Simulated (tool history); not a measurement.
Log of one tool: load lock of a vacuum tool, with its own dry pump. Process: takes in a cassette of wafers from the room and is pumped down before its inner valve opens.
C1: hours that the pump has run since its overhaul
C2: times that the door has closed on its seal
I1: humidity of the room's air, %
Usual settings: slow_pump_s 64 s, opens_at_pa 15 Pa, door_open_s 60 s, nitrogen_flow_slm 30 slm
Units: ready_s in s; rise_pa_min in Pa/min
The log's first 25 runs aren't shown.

Run 26, hour 3568.1: usual settings but slow_pump_s 105 s, opens_at_pa 19 Pa, door_open_s 173 s, nitrogen_flow_slm 14 slm; C1 9523; C2 5372; I1 40.3. Result: ready_s 138.2 s, rise_pa_min 0.126 Pa/min.
Run 27, hour 3679.4: usual settings but slow_pump_s 88 s, opens_at_pa 19 Pa, door_open_s 120 s, nitrogen_flow_slm 14 slm; C1 9634; C2 5837; I1 45.5. Result: ready_s 125.0 s, rise_pa_min 0.116 Pa/min.
Run 28, hour 3841.9: usual settings but slow_pump_s 44 s, opens_at_pa 19 Pa, door_open_s 36 s, nitrogen_flow_slm 14 slm; C1 9796; C2 6516; I1 47.2. Result: ready_s 90.0 s, rise_pa_min 0.067 Pa/min.
Run 29, hour 3938.8: usual settings but slow_pump_s 44 s, opens_at_pa 19 Pa, door_open_s 36 s, nitrogen_flow_slm 14 slm; C1 9893; C2 6921; I1 44.4. Result: ready_s 90.4 s, rise_pa_min 0.065 Pa/min.
Run 30, hour 4035.3: usual settings but slow_pump_s 106 s, opens_at_pa 17 Pa, door_open_s 35 s, nitrogen_flow_slm 7 slm; C1 9990; C2 7324; I1 46.2. Result: ready_s 138.8 s, rise_pa_min 0.075 Pa/min.
Run 31, hour 4158.7: usual settings but slow_pump_s 54 s, opens_at_pa 24 Pa, door_open_s 48 s, nitrogen_flow_slm 15 slm; C1 10113; C2 7840; I1 41.0. Result: ready_s 96.7 s, rise_pa_min 0.075 Pa/min.
Run 32, hour 4270.2: usual settings but nitrogen_flow_slm 20 slm; C1 10225; C2 8306; I1 48.1. Result: ready_s 106.9 s, rise_pa_min 0.091 Pa/min.
Run 33, hour 4405.7: usual settings but nitrogen_flow_slm 20 slm; C1 10360; C2 8872; I1 41.4. Result: ready_s 107.7 s, rise_pa_min 0.085 Pa/min.
Run 34, hour 4564.7: usual settings but nitrogen_flow_slm 20 slm; C1 10519; C2 9536; I1 43.7. Result: ready_s 108.3 s, rise_pa_min 0.088 Pa/min.
Run 35, hour 4681.5: usual settings but door_open_s 178 s, nitrogen_flow_slm 4 slm; C1 10636; C2 10024; I1 44.2. Result: ready_s 106.6 s, rise_pa_min 0.196 Pa/min.
Run 36, hour 4863.2: usual settings but slow_pump_s 52 s, door_open_s 105 s, nitrogen_flow_slm 24 slm; C1 10818; C2 10783; I1 43.8. Result: ready_s 98.0 s, rise_pa_min 0.115 Pa/min.
Run 37, hour 5035.2: usual settings but slow_pump_s 33 s, opens_at_pa 21 Pa, door_open_s 225 s, nitrogen_flow_slm 15 slm; C1 10990; C2 11502; I1 40.3. Result: ready_s 81.9 s, rise_pa_min 0.180 Pa/min.

3 ways to go on from here, each from the tool as it stands after run 37. What would each give?
Run A, hour 5149.3: usual settings but slow_pump_s 39 s, opens_at_pa 17 Pa, door_open_s 175 s; C1 11104; C2 11978; I1 41.3. Result: ready_s ?, rise_pa_min ?.
Run B, hour 5149.3: usual settings but slow_pump_s 123 s, opens_at_pa 23 Pa, door_open_s 225 s, nitrogen_flow_slm 9 slm; C1 11104; C2 11978; I1 46.2. Result: ready_s ?, rise_pa_min ?.
Run C, hour 5149.3: usual settings but nitrogen_flow_slm 9 slm; C1 11104; C2 11978; I1 44.9. Result: ready_s ?, rise_pa_min ?.

run  ready_s  rise_pa_min
  A     88.1        0.140
  B    147.8        0.223
  C    107.3        0.117
Without the tool's hidden state the same runs would have given:
run  ready_s  rise_pa_min
  A     83.6        0.077
  B    145.3        0.160
  C    103.2        0.053
